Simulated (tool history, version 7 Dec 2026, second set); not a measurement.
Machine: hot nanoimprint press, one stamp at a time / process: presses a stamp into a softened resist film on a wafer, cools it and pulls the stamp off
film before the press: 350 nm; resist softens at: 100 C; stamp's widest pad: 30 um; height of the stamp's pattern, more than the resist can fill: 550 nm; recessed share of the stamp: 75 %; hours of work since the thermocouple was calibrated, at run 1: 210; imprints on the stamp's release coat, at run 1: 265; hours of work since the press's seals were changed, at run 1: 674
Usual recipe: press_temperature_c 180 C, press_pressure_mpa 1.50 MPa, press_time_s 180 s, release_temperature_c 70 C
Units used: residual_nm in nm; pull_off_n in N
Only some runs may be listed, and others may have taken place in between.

| run | hour | press_temperature_c | press_pressure_mpa | press_time_s | release_temperature_c | hours of work since the thermocouple was calibrated | imprints on the stamp's release coat | hours of work since the press's seals were changed | residual_nm | pull_off_n |
|---|---|---|---|---|---|---|---|---|---|---|
| 1 | 0.0 | 180 | 1.50 | 180 | 70 | 210 | 265 | 674 | 165.2 | 225 |
| 2 | 29.2 | 180 | 1.50 | 180 | 70 | 231 | 404 | 694 | 165.9 | 227 |
|  | 60.1 | stamp cleaned and given a new release coat |
| 3 | 65.4 | 180 | 1.50 | 180 | 70 | 252 | 25 | 715 | 165.6 | 220 |
|  | 91.1 | plate thermocouple calibrated |
| 4 | 96.3 | 178 | 1.50 | 180 | 70 | 4 | 158 | 735 | 179.0 | 224 |
| 5 | 137.6 | 171 | 1.50 | 180 | 70 | 33 | 354 | 764 | 233.0 | 223 |
| 6 | 159.0 | 171 | 1.50 | 180 | 74 | 48 | 456 | 779 | 233.7 | 217 |
|  | 179.2 | stamp cleaned and given a new release coat |
| 7 | 191.2 | 171 | 1.50 | 180 | 74 | 66 | 57 | 798 | 234.2 | 211 |
| 8 | 239.4 | 180 | 1.50 | 180 | 70 | 100 | 287 | 832 | 165.4 | 226 |
| 9 | 271.3 | 180 | 1.50 | 180 | 70 | 123 | 439 | 854 | 165.5 | 220 |
|  | 296.2 | stamp cleaned and given a new release coat |
| 10 | 306.4 | 180 | 1.50 | 180 | 63 | 143 | 48 | 874 | 165.9 | 240 |
|  | 339.4 | press's hydraulic seals changed and the load cell set to zero |
| 11 | 350.8 | 180 | 1.50 | 180 | 70 | 169 | 221 | 8 | 166.2 | 222 |
| 12 | 391.0 | 180 | 1.50 | 180 | 70 | 197 | 413 | 36 | 166.3 | 225 |
|  | 422.3 | stamp cleaned and given a new release coat |
| 13 | 442.2 | 180 | 1.50 | 180 | 70 | 229 | 95 | 68 | 166.0 | 223 |
| 14 | 480.1 | 180 | 1.50 | 180 | 70 | 256 | 275 | 95 | 167.0 | 223 |
|  | 500.6 | plate thermocouple calibrated |
| 15 | 508.0 | 180 | 1.50 | 180 | 70 | 5 | 394 | 112 | 165.0 | 226 |
|  | 541.4 | stamp cleaned and given a new release coat |
| 16 | 559.5 | 183 | 1.50 | 307 | 73 | 37 | 86 | 144 | 118.0 | 216 |
| 17 | 588.0 | 180 | 1.59 | 180 | 70 | 57 | 222 | 164 | 161.6 | 221 |
| 18 | 611.2 | 180 | 1.65 | 344 | 70 | 74 | 332 | 181 | 124.3 | 224 |
|  | 656.7 | stamp cleaned and given a new release coat |
| 19 | 660.7 | 189 | 0.94 | 232 | 73 | 104 | 19 | 211 | 129.7 | 217 |
| 20 | 708.2 | 176 | 1.81 | 232 | 77 | 138 | 245 | 245 | 165.8 | 205 |
| 21 | 732.0 | 176 | 0.97 | 232 | 77 | 154 | 359 | 262 | 214.0 | 205 |
|  | 771.0 | stamp cleaned and given a new release coat |
| 22 | 784.3 | 176 | 0.97 | 232 | 77 | 187 | 63 | 294 | 214.4 | 204 |
| 23 | 810.1 | 176 | 0.97 | 232 | 77 | 205 | 186 | 312 | 214.1 | 200 |
| 24 | 851.7 | 180 | 1.50 | 153 | 70 | 234 | 383 | 342 | 177.5 | 224 |
|  | 887.2 | stamp cleaned and given a new release coat |
|  | 905.9 | plate thermocouple calibrated |
| 25 | 905.9 | 181 | 1.07 | 180 | 70 | 0 | 75 | 373 | 186.6 | 224 |
| 26 | 944.3 | 175 | 2.35 | 328 | 70 | 27 | 257 | 400 | 135.5 | 227 |
| 27 | 980.3 | 175 | 2.35 | 328 | 70 | 52 | 429 | 426 | 134.8 | 225 |
|  | 1006.6 | stamp cleaned and given a new release coat |
| 28 | 1026.9 | 175 | 2.35 | 328 | 70 | 81 | 97 | 454 | 135.6 | 224 |
| 29 | 1048.5 | 180 | 1.24 | 146 | 70 | 96 | 200 | 470 | 195.1 | 224 |

Predict each of these 3 candidate next runs independently; none follows another, all start after run 29:
|  | 1066.5 | gauge calibrated |
| A | 1093.2 | 180 | 2.11 | 151 | 69 | 128 | 412 | 501 | ? | ? |
|  | 1066.5 | gauge calibrated |
| B | 1093.2 | 170 | 1.83 | 180 | 62 | 128 | 412 | 501 | ? | ? |
|  | 1066.5 | gauge calibrated |
| C | 1093.2 | 180 | 1.50 | 180 | 57 | 128 | 412 | 501 | ? | ? |

| run | residual_nm | pull_off_n |
|---|---|---|
| A | 150.9 | 229 |
| B | 224.1 | 249 |
| C | 165.3 | 259 |
With no hidden state in the tool, these same runs would have given:
| run | residual_nm | pull_off_n |
|---|---|---|
| A | 150.7 | 228 |
| B | 223.9 | 248 |
| C | 165.1 | 258 |
